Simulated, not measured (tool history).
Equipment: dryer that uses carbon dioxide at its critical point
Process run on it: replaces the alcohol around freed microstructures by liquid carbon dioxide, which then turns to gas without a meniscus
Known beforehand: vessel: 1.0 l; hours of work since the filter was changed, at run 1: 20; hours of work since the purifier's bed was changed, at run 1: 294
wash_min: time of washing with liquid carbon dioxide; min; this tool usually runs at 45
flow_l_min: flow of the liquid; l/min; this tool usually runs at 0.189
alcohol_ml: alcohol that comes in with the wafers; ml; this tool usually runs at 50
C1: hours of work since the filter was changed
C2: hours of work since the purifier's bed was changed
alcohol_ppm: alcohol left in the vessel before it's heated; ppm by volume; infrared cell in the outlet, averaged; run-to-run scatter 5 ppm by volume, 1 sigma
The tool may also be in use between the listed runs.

Run 1, hour 0.0: usual settings; C1 20; C2 294. Result: alcohol_ppm 38 ppm by volume.
Run 2, hour 13.4: usual settings but alcohol_ml 97 ml; C1 27; C2 301. Result: alcohol_ppm 62 ppm by volume.
Run 3, hour 31.5: usual settings; C1 37; C2 311. Result: alcohol_ppm 39 ppm by volume.
Run 4, hour 42.5: usual settings; C1 43; C2 317. Result: alcohol_ppm 38 ppm by volume.
Run 5, hour 59.6: usual settings; C1 52; C2 326. Result: alcohol_ppm 43 ppm by volume.
Run 6, hour 80.7: usual settings; C1 63; C2 338. Result: alcohol_ppm 40 ppm by volume.
Run 7, hour 92.7: usual settings; C1 70; C2 344. Result: alcohol_ppm 49 ppm by volume.
Run 8, hour 106.9: usual settings but flow_l_min 0.287 l/min; C1 78; C2 352. Result: alcohol_ppm 14 ppm by volume.
Run 9, hour 116.3: usual settings but flow_l_min 0.287 l/min; C1 83; C2 357. Result: alcohol_ppm 19 ppm by volume.
Run 10, hour 137.1: usual settings but wash_min 64 min; C1 94; C2 368. Result: alcohol_ppm 24 ppm by volume.
Run 11, hour 150.0: usual settings but wash_min 50 min, alcohol_ml 76 ml; C1 101; C2 375. Result: alcohol_ppm 45 ppm by volume.
Run 12, hour 170.3: usual settings but wash_min 35 min, alcohol_ml 106 ml; C1 112; C2 386. Result: alcohol_ppm 318 ppm by volume.
Run 13, hour 182.5: usual settings but wash_min 35 min, alcohol_ml 106 ml; C1 118; C2 393. Result: alcohol_ppm 325 ppm by volume.
Run 14, hour 191.4: usual settings but wash_min 35 min, alcohol_ml 106 ml; C1 123; C2 397. Result: alcohol_ppm 329 ppm by volume.
Run 15, hour 208.6: usual settings but wash_min 35 min, alcohol_ml 106 ml; C1 133; C2 407. Result: alcohol_ppm 344 ppm by volume.
Run 16, hour 221.1: usual settings but wash_min 35 min, flow_l_min 0.130 l/min, alcohol_ml 22 ml; C1 139; C2 413. Result: alcohol_ppm 441 ppm by volume.
Run 17, hour 239.4: usual settings but flow_l_min 0.130 l/min, alcohol_ml 70 ml; C1 149; C2 423. Result: alcohol_ppm 466 ppm by volume.
Run 18, hour 250.2: usual settings but wash_min 65 min, flow_l_min 0.115 l/min, alcohol_ml 32 ml; C1 155; C2 429. Result: alcohol_ppm 78 ppm by volume.
Run 19, hour 261.5: usual settings but flow_l_min 0.145 l/min; C1 161; C2 435. Result: alcohol_ppm 210 ppm by volume.

Each row is a separate what-if for the run after 19, all from the same tool condition, not one after another. Results?
Run A, hour 273.3: usual settings but flow_l_min 0.317 l/min, alcohol_ml 67 ml; C1 168; C2 442. Result: alcohol_ppm ?.
Run B, hour 273.3: usual settings but wash_min 31 min; C1 168; C2 442. Result: alcohol_ppm ?.
Run C, hour 273.3: usual settings but wash_min 52 min, flow_l_min 0.225 l/min, alcohol_ml 67 ml; C1 168; C2 442. Result: alcohol_ppm ?.
Run D, hour 273.3: usual settings but wash_min 57 min, flow_l_min 0.145 l/min; C1 168; C2 442. Result: alcohol_ppm ?.
Run E, hour 273.3: usual settings but flow_l_min 0.160 l/min, alcohol_ml 118 ml; C1 168; C2 442. Result: alcohol_ppm ?.

run  alcohol_ppm
  A           35
  B          343
  C           33
  D           68
  E          271
What these runs would have given with no unlogged condition in the tool:
run  alcohol_ppm
  A           12
  B          190
  C            8
  D           23
  E          130

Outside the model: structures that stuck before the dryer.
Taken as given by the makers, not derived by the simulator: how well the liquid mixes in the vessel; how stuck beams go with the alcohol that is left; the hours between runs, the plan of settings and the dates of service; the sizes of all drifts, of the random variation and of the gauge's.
